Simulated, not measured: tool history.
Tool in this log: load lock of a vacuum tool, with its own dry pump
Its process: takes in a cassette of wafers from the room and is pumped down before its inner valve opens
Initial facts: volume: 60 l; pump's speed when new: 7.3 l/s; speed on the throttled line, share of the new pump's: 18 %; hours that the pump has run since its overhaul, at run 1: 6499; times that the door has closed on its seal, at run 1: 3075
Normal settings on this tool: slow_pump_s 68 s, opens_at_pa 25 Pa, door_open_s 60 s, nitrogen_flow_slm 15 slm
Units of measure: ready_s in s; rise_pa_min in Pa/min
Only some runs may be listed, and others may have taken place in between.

| run | hour | slow_pump_s | opens_at_pa | door_open_s | nitrogen_flow_slm | hours that the pump has run since its overhaul | times that the door has closed on its seal | incoming humidity of the room's air, % | ready_s | rise_pa_min |
|---|---|---|---|---|---|---|---|---|---|---|
| 1 | 0.0 | 68 | 25 | 60 | 15 | 6499 | 3075 | 44.9 | 126.4 | 0.052 |
| 2 | 43.0 | 68 | 25 | 60 | 15 | 6542 | 3161 | 46.0 | 126.0 | 0.059 |
| 3 | 100.0 | 68 | 25 | 60 | 15 | 6599 | 3275 | 46.4 | 125.5 | 0.059 |
| 4 | 199.8 | 68 | 25 | 60 | 15 | 6699 | 3475 | 50.0 | 124.3 | 0.060 |
| 5 | 241.4 | 68 | 25 | 60 | 15 | 6741 | 3558 | 44.3 | 126.7 | 0.056 |
| 6 | 305.9 | 68 | 25 | 60 | 15 | 6805 | 3687 | 45.9 | 125.7 | 0.060 |
| 7 | 368.7 | 54 | 25 | 60 | 15 | 6868 | 3813 | 43.9 | 113.4 | 0.060 |
| 8 | 434.1 | 54 | 25 | 60 | 15 | 6933 | 3943 | 45.1 | 115.4 | 0.061 |
| 9 | 490.7 | 87 | 22 | 60 | 39 | 6990 | 4057 | 48.3 | 141.2 | 0.043 |
| 10 | 537.0 | 87 | 27 | 28 | 39 | 7036 | 4149 | 43.0 | 139.4 | 0.035 |
| 11 | 595.6 | 68 | 24 | 60 | 15 | 7095 | 4266 | 47.8 | 126.5 | 0.063 |
| 12 | 676.5 | 68 | 24 | 60 | 15 | 7176 | 4428 | 47.1 | 128.0 | 0.062 |
| 13 | 743.6 | 38 | 24 | 60 | 8 | 7243 | 4562 | 45.4 | 101.6 | 0.072 |
| 14 | 797.8 | 42 | 46 | 31 | 11 | 7297 | 4671 | 47.6 | 99.0 | 0.055 |
| 15 | 900.8 | 42 | 28 | 31 | 4 | 7400 | 4877 | 44.3 | 103.2 | 0.061 |

Branching from run 15: 5 alternative next runs. What would each branch give?
| A | 1000.5 | 72 | 40 | 60 | 15 | 7500 | 5076 | 44.7 | ? | ? |
| B | 1000.5 | 68 | 25 | 60 | 6 | 7500 | 5076 | 47.6 | ? | ? |
| C | 1000.5 | 62 | 25 | 60 | 15 | 7500 | 5076 | 41.1 | ? | ? |
| D | 1000.5 | 42 | 21 | 31 | 33 | 7500 | 5076 | 46.4 | ? | ? |
| E | 1000.5 | 96 | 28 | 71 | 9 | 7500 | 5076 | 45.4 | ? | ? |

| run | ready_s | rise_pa_min |
|---|---|---|
| A | 125.9 | 0.066 |
| B | 126.6 | 0.076 |
| C | 120.0 | 0.059 |
| D | 107.1 | 0.042 |
| E | 146.2 | 0.084 |
Without the tool's hidden state the same runs would have given:
| run | ready_s | rise_pa_min |
|---|---|---|
| A | 124.4 | 0.044 |
| B | 125.0 | 0.054 |
| C | 118.4 | 0.037 |
| D | 105.3 | 0.020 |
| E | 144.9 | 0.061 |

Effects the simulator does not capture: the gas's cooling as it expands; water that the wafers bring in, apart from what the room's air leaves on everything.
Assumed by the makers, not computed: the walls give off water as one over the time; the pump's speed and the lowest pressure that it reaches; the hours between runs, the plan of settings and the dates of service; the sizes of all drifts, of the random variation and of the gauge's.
